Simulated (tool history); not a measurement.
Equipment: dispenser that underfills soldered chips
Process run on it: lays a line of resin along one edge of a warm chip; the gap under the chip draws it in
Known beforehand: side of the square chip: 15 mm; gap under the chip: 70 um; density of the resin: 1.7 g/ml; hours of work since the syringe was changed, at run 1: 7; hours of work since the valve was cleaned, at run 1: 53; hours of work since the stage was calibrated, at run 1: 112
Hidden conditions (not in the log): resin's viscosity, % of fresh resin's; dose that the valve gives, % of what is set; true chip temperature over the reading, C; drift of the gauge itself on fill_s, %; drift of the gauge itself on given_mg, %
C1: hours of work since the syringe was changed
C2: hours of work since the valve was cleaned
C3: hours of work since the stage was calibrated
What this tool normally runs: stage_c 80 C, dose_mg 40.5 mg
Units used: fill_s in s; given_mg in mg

Run 1, hour 0.0: usual settings; C1 7; C2 53; C3 112. Result: fill_s 104.4 s, given_mg 39.44 mg.
At hour 2.8: new syringe of resin.
Run 2, hour 5.8: usual settings; C1 2; C2 57; C3 116. Result: fill_s 81.8 s, given_mg 39.50 mg.
Run 3, hour 11.0: usual settings; C1 6; C2 61; C3 120. Result: fill_s 97.6 s, given_mg 39.52 mg.
At hour 13.0: dispensing valve cleaned and set on the balance.
At hour 15.4: new syringe of resin.
Run 4, hour 15.4: usual settings; C1 0; C2 2; C3 123. Result: fill_s 69.5 s, given_mg 40.82 mg.
Run 5, hour 20.5: usual settings; C1 4; C2 6; C3 127. Result: fill_s 87.8 s, given_mg 40.47 mg.
Run 6, hour 24.7: usual settings; C1 7; C2 9; C3 130. Result: fill_s 99.9 s, given_mg 40.07 mg.
At hour 27.1: new syringe of resin.
Run 7, hour 27.6: usual settings but dose_mg 42.6 mg; C1 0; C2 11; C3 132. Result: fill_s 73.2 s, given_mg 42.67 mg.
Run 8, hour 32.9: usual settings; C1 5; C2 15; C3 136. Result: fill_s 88.0 s, given_mg 40.31 mg.
Run 9, hour 37.2: usual settings; C1 8; C2 19; C3 139. Result: fill_s 104.9 s, given_mg 40.42 mg.
At hour 38.7: new syringe of resin.
Run 10, hour 42.6: usual settings but stage_c 91 C, dose_mg 35.9 mg; C1 3; C2 23; C3 144. Result: fill_s 56.3 s, given_mg 35.61 mg.
Run 11, hour 45.2: usual settings but stage_c 91 C, dose_mg 35.9 mg; C1 5; C2 25; C3 146. Result: fill_s 63.1 s, given_mg 35.65 mg.

Run 12, settings as shown, results not yet in. Your forecast:
Run 12, hour 47.8: usual settings but stage_c 91 C, dose_mg 35.9 mg; C1 7; C2 27; C3 148. Result: fill_s ?, given_mg ?.

{"run 12": {"fill_s": 69.8, "given_mg": 35.53}}
With no hidden state in the tool, this same run would have given fill_s 51.7 s, given_mg 35.90 mg.
